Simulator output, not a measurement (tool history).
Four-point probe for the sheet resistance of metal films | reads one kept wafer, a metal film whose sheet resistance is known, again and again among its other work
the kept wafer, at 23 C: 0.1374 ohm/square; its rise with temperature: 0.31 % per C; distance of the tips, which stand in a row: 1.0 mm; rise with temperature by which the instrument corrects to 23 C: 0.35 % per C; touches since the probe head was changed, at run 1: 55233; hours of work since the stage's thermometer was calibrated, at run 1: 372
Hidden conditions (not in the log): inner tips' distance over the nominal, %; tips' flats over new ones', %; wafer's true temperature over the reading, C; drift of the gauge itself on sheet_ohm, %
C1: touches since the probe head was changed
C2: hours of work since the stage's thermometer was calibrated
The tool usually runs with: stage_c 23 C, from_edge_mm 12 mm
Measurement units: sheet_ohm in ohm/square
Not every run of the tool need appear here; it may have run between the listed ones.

Run 1, hour 0: usual settings; C1 55233; C2 372. Result: sheet_ohm 0.139266 ohm/square.
Run 2, hour 15.4: usual settings; C1 55719; C2 378. Result: sheet_ohm 0.139285 ohm/square.
Run 3, hour 41.6: usual settings; C1 56545; C2 389. Result: sheet_ohm 0.139334 ohm/square.
Run 4, hour 64.3: usual settings; C1 57261; C2 399. Result: sheet_ohm 0.139413 ohm/square.
Run 5, hour 80: usual settings; C1 57754; C2 406. Result: sheet_ohm 0.139375 ohm/square.
Run 6, hour 107: usual settings; C1 58607; C2 417. Result: sheet_ohm 0.139383 ohm/square.
Run 7, hour 123.9: usual settings; C1 59138; C2 424. Result: sheet_ohm 0.139355 ohm/square.
Run 8, hour 144.5: usual settings; C1 59788; C2 433. Result: sheet_ohm 0.139371 ohm/square.
Run 9, hour 172.5: usual settings but from_edge_mm 5 mm; C1 60669; C2 444. Result: sheet_ohm 0.141823 ohm/square.
Run 10, hour 194.4: usual settings but stage_c 25 C; C1 61359; C2 453. Result: sheet_ohm 0.139241 ohm/square.
Run 11, hour 220.7: usual settings; C1 62190; C2 464. Result: sheet_ohm 0.139395 ohm/square.
Run 12, hour 247.8: usual settings; C1 63042; C2 476. Result: sheet_ohm 0.139453 ohm/square.
Run 13, hour 267.4: usual settings; C1 63660; C2 484. Result: sheet_ohm 0.139494 ohm/square.
Run 14, hour 294: usual settings but from_edge_mm 58 mm; C1 64500; C2 495. Result: sheet_ohm 0.138991 ohm/square.
Run 15, hour 312.1: usual settings but from_edge_mm 15 mm; C1 65071; C2 503. Result: sheet_ohm 0.139246 ohm/square.
Run 16, hour 330.6: usual settings but stage_c 33 C; C1 65653; C2 510. Result: sheet_ohm 0.138952 ohm/square.
Run 17, hour 352.5: usual settings; C1 66343; C2 520. Result: sheet_ohm 0.1395 ohm/square.
Run 18, hour 375.4: usual settings; C1 67066; C2 529. Result: sheet_ohm 0.139509 ohm/square.
At hour 377.6: stage's thermometer calibrated.
Run 19, hour 388.9: usual settings; C1 67474; C2 5. Result: sheet_ohm 0.139584 ohm/square.
Run 20, hour 403.1: usual settings; C1 67921; C2 11. Result: sheet_ohm 0.139602 ohm/square.
Run 21, hour 430.6: usual settings but stage_c 22 C, from_edge_mm 28 mm; C1 68790; C2 22. Result: sheet_ohm 0.13921 ohm/square.
Run 22, hour 449.3: usual settings but stage_c 26 C, from_edge_mm 36 mm; C1 69378; C2 30. Result: sheet_ohm 0.13897 ohm/square.
At hour 458.6: stage's thermometer calibrated, once more.
Run 23, hour 462.4: usual settings but stage_c 26 C, from_edge_mm 36 mm; C1 69776; C2 2. Result: sheet_ohm 0.138862 ohm/square.
Run 24, hour 474: usual settings but stage_c 26 C, from_edge_mm 36 mm; C1 70143; C2 6. Result: sheet_ohm 0.138941 ohm/square.
Run 25, hour 489.5: usual settings but stage_c 32 C, from_edge_mm 28 mm; C1 70630; C2 13. Result: sheet_ohm 0.138671 ohm/square.
Run 26, hour 504.2: usual settings but stage_c 18 C, from_edge_mm 4 mm; C1 71093; C2 19. Result: sheet_ohm 0.143799 ohm/square.
Run 27, hour 525.1: usual settings but stage_c 31 C, from_edge_mm 44 mm; C1 71751; C2 28. Result: sheet_ohm 0.138698 ohm/square.
Run 28, hour 542.5: usual settings but stage_c 21 C, from_edge_mm 14 mm; C1 72300; C2 35. Result: sheet_ohm 0.13949 ohm/square.
Run 29, hour 565.3: usual settings but stage_c 24 C, from_edge_mm 7 mm; C1 73019; C2 45. Result: sheet_ohm 0.140499 ohm/square.
Run 30, hour 581.6: usual settings but stage_c 21 C, from_edge_mm 26 mm; C1 73532; C2 51. Result: sheet_ohm 0.139245 ohm/square.
Run 31, hour 596.5: usual settings but stage_c 24 C, from_edge_mm 8 mm; C1 74002; C2 58. Result: sheet_ohm 0.14023 ohm/square.
Run 32, hour 618.6: usual settings but stage_c 24 C, from_edge_mm 8 mm; C1 74697; C2 67. Result: sheet_ohm 0.140204 ohm/square.
Run 33, hour 645.4: usual settings but stage_c 22 C, from_edge_mm 3 mm; C1 75542; C2 78. Result: sheet_ohm 0.146906 ohm/square.
Run 34, hour 669.8: usual settings but stage_c 22 C, from_edge_mm 3 mm; C1 76311; C2 88. Result: sheet_ohm 0.147005 ohm/square.
Run 35, hour 681.8: usual settings but stage_c 22 C, from_edge_mm 3 mm; C1 76691; C2 93. Result: sheet_ohm 0.146978 ohm/square.
Run 36, hour 699.9: usual settings but stage_c 21 C, from_edge_mm 6 mm; C1 77262; C2 101. Result: sheet_ohm 0.141284 ohm/square.

The next listed run, before its measurement:
Run 37, hour 720.6: usual settings but stage_c 21 C, from_edge_mm 6 mm; C1 77913; C2 110. Result: sheet_ohm ?.

sheet_ohm: 0.14132 ohm/square
With the hidden condition absent and the run-to-run variation left alone, this run would have shown sheet_ohm 0.139553 ohm/square.
